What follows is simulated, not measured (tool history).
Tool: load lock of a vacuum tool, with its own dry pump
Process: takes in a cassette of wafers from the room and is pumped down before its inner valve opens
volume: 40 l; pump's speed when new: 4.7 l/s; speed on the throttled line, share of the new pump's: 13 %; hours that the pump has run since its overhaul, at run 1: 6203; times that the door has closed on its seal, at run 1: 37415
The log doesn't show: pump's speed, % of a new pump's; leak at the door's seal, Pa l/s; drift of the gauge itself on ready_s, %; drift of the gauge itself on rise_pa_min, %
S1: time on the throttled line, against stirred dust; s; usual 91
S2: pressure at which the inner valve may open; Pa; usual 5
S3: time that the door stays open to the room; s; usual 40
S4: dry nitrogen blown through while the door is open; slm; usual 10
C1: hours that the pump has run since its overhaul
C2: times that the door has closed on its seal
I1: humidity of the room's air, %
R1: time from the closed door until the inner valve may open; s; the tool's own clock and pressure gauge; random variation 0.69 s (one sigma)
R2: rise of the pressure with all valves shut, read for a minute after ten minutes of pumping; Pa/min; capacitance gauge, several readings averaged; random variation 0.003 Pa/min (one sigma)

Run 1, day 0: usual settings; C1 6203; C2 37415; I1 48.8. Result: R1 164.3 s, R2 0.111 Pa/min.
Run 2, day 8.546: usual settings; C1 6408; C2 38279; I1 45.4. Result: R1 166.7 s, R2 0.111 Pa/min.
Run 3, day 14.2: usual settings; C1 6544; C2 38850; I1 46.6. Result: R1 167.2 s, R2 0.112 Pa/min.
Run 4, day 20.65: usual settings but S1 166 s; C1 6699; C2 39501; I1 42.2. Result: R1 232.2 s, R2 0.115 Pa/min.
Run 5, day 29.721: usual settings but S1 118 s; C1 6916; C2 40417; I1 46.3. Result: R1 189.3 s, R2 0.126 Pa/min.
Run 6, day 38.4: usual settings but S1 118 s; C1 7125; C2 41294; I1 39.5. Result: R1 189.3 s, R2 0.118 Pa/min.
Run 7, day 45.246: usual settings; C1 7289; C2 41986; I1 41.1. Result: R1 167.3 s, R2 0.123 Pa/min.
Run 8, day 52.362: usual settings; C1 7460; C2 42705; I1 42.4. Result: R1 167.7 s, R2 0.129 Pa/min.
Run 9, day 59.004: usual settings; C1 7619; C2 43376; I1 43.3. Result: R1 166.6 s, R2 0.134 Pa/min.
Run 10, day 65.012: usual settings; C1 7763; C2 43982; I1 48.4. Result: R1 167.9 s, R2 0.132 Pa/min.
Run 11, day 71.367: usual settings but S2 7 Pa; C1 7916; C2 44624; I1 44.4. Result: R1 163.7 s, R2 0.137 Pa/min.
Run 12, day 76.104: usual settings but S2 7 Pa; C1 8030; C2 45103; I1 43.8. Result: R1 164.6 s, R2 0.142 Pa/min.
Run 13, day 80.408: usual settings but S2 7 Pa; C1 8133; C2 45538; I1 45.8. Result: R1 164.6 s, R2 0.136 Pa/min.
Run 14, day 87.208: usual settings but S2 7 Pa; C1 8296; C2 46225; I1 45.1. Result: R1 163.7 s, R2 0.136 Pa/min.
Run 15, day 94.421: usual settings but S2 4 Pa, S3 31 s; C1 8469; C2 46953; I1 43. Result: R1 168.3 s, R2 0.138 Pa/min.
Run 16, day 103.733: usual settings but S1 98 s, S3 39 s; C1 8693; C2 47894; I1 42.2. Result: R1 172.2 s, R2 0.15 Pa/min.
Run 17, day 110.238: usual settings but S1 97 s; C1 8849; C2 48550; I1 46.8. Result: R1 172.6 s, R2 0.151 Pa/min.
Run 18, day 119.662: usual settings but S3 206 s; C1 9075; C2 49502; I1 44.4. Result: R1 167.7 s, R2 0.188 Pa/min.
Run 19, day 129.146: usual settings but S3 206 s; C1 9303; C2 50461; I1 47.8. Result: R1 168.2 s, R2 0.199 Pa/min.
Run 20, day 138.417: usual settings but S3 171 s; C1 9525; C2 51397; I1 40.2. Result: R1 167.5 s, R2 0.186 Pa/min.
Run 21, day 146.462: usual settings but S2 6 Pa, S3 100 s; C1 9718; C2 52210; I1 44.1. Result: R1 165.2 s, R2 0.178 Pa/min.
Run 22, day 156.329: usual settings but S2 6 Pa, S3 205 s; C1 9955; C2 53206; I1 41.8. Result: R1 165.4 s, R2 0.204 Pa/min.
Run 23, day 162.667: usual settings but S4 36 slm; C1 10107; C2 53846; I1 42.5. Result: R1 168.1 s, R2 0.151 Pa/min.
Run 24, day 170.521: usual settings but S1 110 s, S3 118 s, S4 36 slm; C1 10296; C2 54640; I1 49.4. Result: R1 184.9 s, R2 0.176 Pa/min.
Run 25, day 180.392: usual settings but S1 110 s, S2 7 Pa, S3 118 s, S4 12 slm; C1 10532; C2 55637; I1 47.9. Result: R1 181.1 s, R2 0.193 Pa/min.

5 ways to go on from here, each from the tool as it stands after run 25. What would each give?
Run A, day 185.404: usual settings but S1 63 s, S2 7 Pa, S3 61 s, S4 30 slm; C1 10653; C2 56143; I1 43.3. Result: R1 ?, R2 ?.
Run B, day 185.404: usual settings but S1 179 s, S2 7 Pa, S3 118 s, S4 8 slm; C1 10653; C2 56143; I1 45.2. Result: R1 ?, R2 ?.
Run C, day 185.404: usual settings but S1 124 s; C1 10653; C2 56143; I1 48.5. Result: R1 ?, R2 ?.
Run D, day 185.404: usual settings but S1 145 s, S2 4 Pa, S3 118 s, S4 13 slm; C1 10653; C2 56143; I1 46. Result: R1 ?, R2 ?.
Run E, day 185.404: usual settings but S1 143 s, S4 12 slm; C1 10653; C2 56143; I1 45.3. Result: R1 ?, R2 ?.

run     R1     R2
  A  141.7  0.171
  B    241  0.206
  C  195.4  0.183
  D  216.9  0.193
  E  213.1  0.182
Without the tool's hidden state the same runs would have given:
run     R1     R2
  A  138.2  0.023
  B  238.1  0.056
  C  191.9  0.033
  D  213.6  0.045
  E  209.9   0.03
